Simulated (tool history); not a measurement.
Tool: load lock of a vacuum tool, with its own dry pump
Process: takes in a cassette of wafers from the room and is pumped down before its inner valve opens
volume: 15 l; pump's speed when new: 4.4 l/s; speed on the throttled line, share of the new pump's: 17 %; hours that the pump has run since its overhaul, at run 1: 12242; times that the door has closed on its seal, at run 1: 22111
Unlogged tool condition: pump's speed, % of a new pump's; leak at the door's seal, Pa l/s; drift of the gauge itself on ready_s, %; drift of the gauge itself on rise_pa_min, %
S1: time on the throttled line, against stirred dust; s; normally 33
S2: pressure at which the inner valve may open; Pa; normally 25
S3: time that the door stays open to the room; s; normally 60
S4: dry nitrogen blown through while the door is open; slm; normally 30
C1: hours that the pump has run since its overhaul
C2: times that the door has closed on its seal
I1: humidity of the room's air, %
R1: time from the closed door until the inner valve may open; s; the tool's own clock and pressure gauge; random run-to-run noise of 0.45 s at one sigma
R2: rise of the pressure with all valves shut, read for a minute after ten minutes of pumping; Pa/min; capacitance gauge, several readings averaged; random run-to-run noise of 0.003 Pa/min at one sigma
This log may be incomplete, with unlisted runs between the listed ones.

| run | hour | S1 | S2 | S3 | S4 | C1 | C2 | I1 | R1 | R2 |
|---|---|---|---|---|---|---|---|---|---|---|
| 1 | 0.0 | 33 | 25 | 60 | 30 | 12242 | 22111 | 45.3 | 59.6 | 0.455 |
| 2 | 339.8 | 33 | 25 | 60 | 30 | 12582 | 22675 | 44.0 | 60.0 | 0.494 |
| 3 | 597.6 | 33 | 25 | 60 | 30 | 12840 | 23103 | 45.3 | 60.5 | 0.509 |
|  | 624.6 | door's seal changed, seat wiped |
| 4 | 808.3 | 33 | 25 | 60 | 30 | 13049 | 304 | 43.3 | 59.2 | 0.050 |
| 5 | 985.6 | 33 | 25 | 60 | 30 | 13226 | 599 | 45.5 | 59.6 | 0.056 |
| 6 | 1191.9 | 33 | 25 | 60 | 30 | 13432 | 941 | 44.5 | 60.2 | 0.056 |
| 7 | 1514.6 | 33 | 25 | 65 | 30 | 13755 | 1477 | 46.8 | 60.7 | 0.065 |
| 8 | 1695.9 | 33 | 25 | 65 | 30 | 13936 | 1778 | 45.0 | 60.0 | 0.061 |
| 9 | 2040.7 | 33 | 25 | 60 | 4 | 14281 | 2350 | 42.1 | 61.6 | 0.096 |
| 10 | 2313.0 | 33 | 25 | 60 | 30 | 14553 | 2802 | 45.0 | 60.0 | 0.077 |
| 11 | 2657.2 | 33 | 25 | 60 | 30 | 14898 | 3374 | 44.9 | 60.4 | 0.079 |
| 12 | 3010.2 | 33 | 25 | 60 | 30 | 15251 | 3960 | 41.9 | 60.7 | 0.078 |
| 13 | 3394.3 | 33 | 25 | 229 | 30 | 15635 | 4597 | 46.2 | 60.6 | 0.141 |
| 14 | 3569.7 | 33 | 34 | 60 | 30 | 15810 | 4888 | 45.5 | 59.3 | 0.096 |
| 15 | 3831.8 | 33 | 34 | 60 | 30 | 16072 | 5323 | 41.9 | 60.0 | 0.105 |
| 16 | 4089.5 | 33 | 34 | 60 | 21 | 16330 | 5751 | 46.1 | 60.4 | 0.119 |
| 17 | 4333.5 | 33 | 25 | 60 | 30 | 16574 | 6156 | 45.7 | 62.0 | 0.115 |
| 18 | 4585.7 | 33 | 33 | 60 | 30 | 16826 | 6575 | 44.1 | 60.4 | 0.120 |
| 19 | 4955.7 | 33 | 25 | 60 | 12 | 17196 | 7189 | 46.1 | 61.7 | 0.151 |
| 20 | 5255.8 | 24 | 40 | 65 | 12 | 17496 | 7687 | 44.8 | 52.5 | 0.158 |
| 21 | 5528.3 | 33 | 46 | 60 | 17 | 17769 | 8139 | 43.0 | 58.2 | 0.156 |
| 22 | 5810.6 | 33 | 46 | 60 | 17 | 18051 | 8608 | 45.4 | 59.0 | 0.161 |
| 23 | 6135.6 | 33 | 46 | 60 | 7 | 18376 | 9148 | 45.6 | 59.6 | 0.191 |
| 24 | 6417.1 | 53 | 38 | 153 | 7 | 18657 | 9615 | 47.1 | 76.2 | 0.248 |
| 25 | 6816.2 | 32 | 21 | 60 | 7 | 19057 | 10277 | 44.4 | 61.7 | 0.209 |
| 26 | 7043.3 | 33 | 25 | 215 | 6 | 19284 | 10654 | 45.1 | 62.1 | 0.291 |
| 27 | 7390.5 | 33 | 23 | 59 | 28 | 19631 | 11231 | 42.4 | 63.0 | 0.198 |
| 28 | 7633.6 | 33 | 23 | 59 | 28 | 19874 | 11634 | 47.8 | 63.9 | 0.210 |
| 29 | 7960.9 | 56 | 43 | 60 | 30 | 20201 | 12177 | 45.4 | 78.3 | 0.215 |
| 30 | 8162.3 | 32 | 25 | 60 | 30 | 20403 | 12512 | 42.4 | 62.9 | 0.222 |
| 31 | 8326.1 | 33 | 21 | 63 | 13 | 20567 | 12784 | 44.6 | 63.7 | 0.255 |
| 32 | 8512.1 | 22 | 21 | 63 | 15 | 20753 | 13092 | 44.9 | 56.2 | 0.246 |
| 33 | 8680.0 | 34 | 36 | 65 | 5 | 20920 | 13371 | 42.9 | 62.8 | 0.279 |
| 34 | 8957.7 | 36 | 25 | 63 | 30 | 21198 | 13832 | 44.5 | 65.3 | 0.261 |
| 35 | 9149.6 | 26 | 25 | 63 | 30 | 21390 | 14151 | 45.5 | 58.2 | 0.264 |
| 36 | 9508.9 | 26 | 25 | 63 | 30 | 21749 | 14747 | 45.1 | 58.3 | 0.275 |

Across each entry between runs, compare the hidden state at the last listed run before it with the hidden state at the first listed run after it:
After run 3, before run 4: door's seal changed, seat wiped (hour 624.6)
  pump's speed, % of a new pump's: 85.6 -> 85.4; leak at the door's seal, Pa l/s: 0.1154 -> 0.002
  difference, measured minus the result without the unlogged condition, R1: +3.9 -> +3.9 s; R2: +0.457 -> +0.000 Pa/min
